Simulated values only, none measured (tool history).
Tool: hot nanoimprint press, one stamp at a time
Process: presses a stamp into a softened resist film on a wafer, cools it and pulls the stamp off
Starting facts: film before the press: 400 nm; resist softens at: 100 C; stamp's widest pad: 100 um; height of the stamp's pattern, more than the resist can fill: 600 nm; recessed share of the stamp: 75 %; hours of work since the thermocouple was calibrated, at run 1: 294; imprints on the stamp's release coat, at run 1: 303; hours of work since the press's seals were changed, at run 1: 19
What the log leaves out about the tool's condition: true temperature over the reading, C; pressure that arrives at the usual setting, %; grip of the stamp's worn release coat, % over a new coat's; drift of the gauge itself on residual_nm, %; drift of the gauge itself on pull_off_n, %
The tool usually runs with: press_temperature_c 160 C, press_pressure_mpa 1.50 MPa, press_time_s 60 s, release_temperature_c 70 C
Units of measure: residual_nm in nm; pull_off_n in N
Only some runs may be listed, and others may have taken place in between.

run     day  press_temperature_c  press_pressure_mpa  press_time_s  release_temperature_c  hours of work since the thermocouple was calibrated  imprints on the stamp's release coat  hours of work since the press's seals were changed  residual_nm  pull_off_n
  1   0.000                  160                1.50            60                     70                                                  294                                   303                                                  19        177.1         206
  2   1.088                  160                1.50            60                     70                                                  307                                   396                                                  33        177.9         216
  3   1.842                  165                1.50            60                     70                                                  316                                   461                                                  42        132.7         228
  4   3.212                  165                1.50            60                     70                                                  333                                   578                                                  58        132.5         216
      4.508  -- stamp cleaned and given a new release coat
  5   4.508                  165                1.50            60                     77                                                  345                                     0                                                  71        131.4         155
  6   5.308                  160                1.50            50                     70                                                  355                                    68                                                  80        189.7         192
      6.717  -- plate thermocouple calibrated
  7   6.783                  160                1.50            50                     70                                                    1                                   183                                                  97        199.0         202
  8   8.000                  160                1.99            60                     70                                                   15                                   287                                                 111        164.6         212
  9   9.167                  160                1.50            60                     70                                                   30                                   387                                                 125        184.7         215
 10  10.125                  160                1.50            60                     70                                                   41                                   469                                                 137        185.1         224
 11  11.542                  160                1.50            82                     62                                                   58                                   590                                                 154        162.7         279
 12  12.275                  171                1.06            64                     71                                                   67                                   653                                                 163        111.0         226
     12.738  -- stamp cleaned and given a new release coat
 13  13.312                  160                1.50            63                     76                                                   77                                    49                                                 172        178.7         165
 14  14.488                  159                2.13            35                     63                                                   91                                   150                                                 187        209.8         236
 15  15.529                  159                2.13            35                     63                                                  103                                   239                                                 199        206.2         237

Estimate the outcome of run 16 from the log above:
 16  16.362                  160                1.71            43                     63                                                  113                                   310                                                 209            ?           ?

Run 16 came out at residual_nm 197.2 nm, pull_off_n 251 N.
If the tool had no hidden condition, the same run with the same run-to-run variation would have returned residual_nm 199.8 nm, pull_off_n 229 N.
